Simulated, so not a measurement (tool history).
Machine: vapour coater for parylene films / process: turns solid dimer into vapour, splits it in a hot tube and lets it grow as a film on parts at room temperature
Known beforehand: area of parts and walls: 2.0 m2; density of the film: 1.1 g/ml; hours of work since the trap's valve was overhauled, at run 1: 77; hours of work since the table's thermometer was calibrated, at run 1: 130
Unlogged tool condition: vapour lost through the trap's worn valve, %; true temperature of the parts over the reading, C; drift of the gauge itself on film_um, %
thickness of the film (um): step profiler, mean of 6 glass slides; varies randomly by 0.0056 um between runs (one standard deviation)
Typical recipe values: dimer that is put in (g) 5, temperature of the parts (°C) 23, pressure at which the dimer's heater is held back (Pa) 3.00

run    hour  dimer that is put in (g)  temperature of the parts (°C)  pressure at which the dimer's heater is held back (Pa)  hours of work since the trap's valve was overhauled  hours of work since the table's thermometer was calibrated  thickness of the film (um)
  1     0.0                         5                             23                                                    3.00                                                   77                                                         130                       1.320
  2    31.8                         5                             23                                                    3.00                                                  106                                                         158                       1.322
  3    49.2                         6                             23                                                    3.00                                                  122                                                         174                       1.576
  4    76.2                         6                             23                                                    3.00                                                  146                                                         198                       1.570
  5   100.6                         5                             23                                                    3.16                                                  168                                                         220                       1.270
  6   136.2                         5                             23                                                    3.00                                                  200                                                         252                       1.274
      151.7  -- trap's valve overhauled
  7   166.5                         5                             23                                                    3.00                                                   13                                                         275                       1.340
  8   200.2                         5                             23                                                    3.00                                                   44                                                         306                       1.332
  9   233.4                         5                             23                                                    3.00                                                   73                                                         335                       1.321
 10   252.1                         5                             23                                                    3.00                                                   90                                                         352                       1.322
 11   286.6                         5                             23                                                    3.00                                                  121                                                         383                       1.302
 12   303.5                         5                             27                                                    3.00                                                  136                                                         398                       1.183
 13   328.6                         5                             23                                                    3.35                                                  159                                                         421                       1.281
 14   369.0                         5                             23                                                    3.00                                                  195                                                         457                       1.286
      389.5  -- trap's valve overhauled
 15   406.7                         5                             23                                                    3.00                                                   15                                                         487                       1.351
 16   444.7                         5                             23                                                    3.00                                                   50                                                         521                       1.320
 17   462.1                         5                             23                                                    3.00                                                   65                                                         537                       1.321
 18   491.0                         5                             23                                                    3.00                                                   91                                                         563                       1.338
 19   516.8                         5                             23                                                    3.00                                                  114                                                         586                       1.309
 20   546.8                         5                             24                                                    3.00                                                  141                                                         613                       1.272
 21   565.5                         5                             24                                                    3.00                                                  158                                                         630                       1.269
 22   592.6                         5                             24                                                    3.00                                                  182                                                         654                       1.254
      630.0  -- trap's valve overhauled
 23   638.1                         5                             24                                                    3.00                                                    7                                                         691                       1.309
 24   667.3                         5                             24                                                    3.00                                                   33                                                         717                       1.292
 25   700.6                         8                             29                                                    5.97                                                   63                                                         747                       1.636
 26   731.7                         6                             18                                                    2.98                                                   91                                                         775                       1.781
 27   755.8                         6                             18                                                    2.98                                                  113                                                         796                       1.775
 28   779.5                         6                             18                                                    2.98                                                  134                                                         818                       1.757
 29   797.3                         3                             24                                                    2.98                                                  150                                                         834                       0.762
 30   821.3                         3                             33                                                    4.62                                                  171                                                         855                       0.565
 31   850.2                         5                             30                                                    5.15                                                  197                                                         881                       0.984
      869.1  -- trap's valve overhauled
 32   886.2                         5                             23                                                    8.45                                                   15                                                         910                       1.158
 33   920.2                         4                             27                                                    3.16                                                   46                                                         940                       0.949
 34   937.8                         5                             23                                                    3.23                                                   62                                                         956                       1.307
 35   973.4                         3                             30                                                    7.14                                                   94                                                         988                       0.575
 36   998.6                         3                             30                                                    5.03                                                  116                                                        1011                       0.611
 37  1036.2                         3                             30                                                    5.03                                                  150                                                        1044                       0.599
 38  1066.6                         3                             17                                                    5.25                                                  177                                                        1071                       0.823
 39  1098.8                         2                             17                                                    2.35                                                  206                                                        1100                       0.603
     1109.1  -- trap's valve overhauled
 40  1128.5                         2                             17                                                    5.19                                                   17                                                        1123                       0.569
 41  1169.5                         8                             22                                                    3.49                                                   54                                                        1160                       2.120
 42  1210.6                         3                             15                                                    3.00                                                   91                                                        1197                       0.954
 43  1230.8                         3                             15                                                    3.00                                                  109                                                        1215                       0.955
 44  1263.1                         3                             15                                                    3.00                                                  138                                                        1244                       0.961
 45  1290.4                         5                             15                                                    6.34                                                  163                                                        1269                       1.410
 46  1308.2                         5                             22                                                   10.53                                                  178                                                        1284                       1.099

Forecast each of these 5 alternatives for the next run:
  A  1335.0                         3                             35                                                    2.66                                                  203                                                        1309                           ?
  B  1335.0                         6                             29                                                    2.79                                                  203                                                        1309                           ?
  C  1335.0                         8                             22                                                    9.34                                                  203                                                        1309                           ?
  D  1335.0                         3                             34                                                    4.59                                                  203                                                        1309                           ?
  E  1335.0                         5                             23                                                    3.00                                                  203                                                        1309                           ?

run  thickness of the film (um)
  A                       0.569
  B                       1.329
  C                       1.769
  D                       0.540
  E                       1.276
Without the tool's hidden state the same runs would have given:
run  thickness of the film (um)
  A                       0.607
  B                       1.415
  C                       1.883
  D                       0.575
  E                       1.358

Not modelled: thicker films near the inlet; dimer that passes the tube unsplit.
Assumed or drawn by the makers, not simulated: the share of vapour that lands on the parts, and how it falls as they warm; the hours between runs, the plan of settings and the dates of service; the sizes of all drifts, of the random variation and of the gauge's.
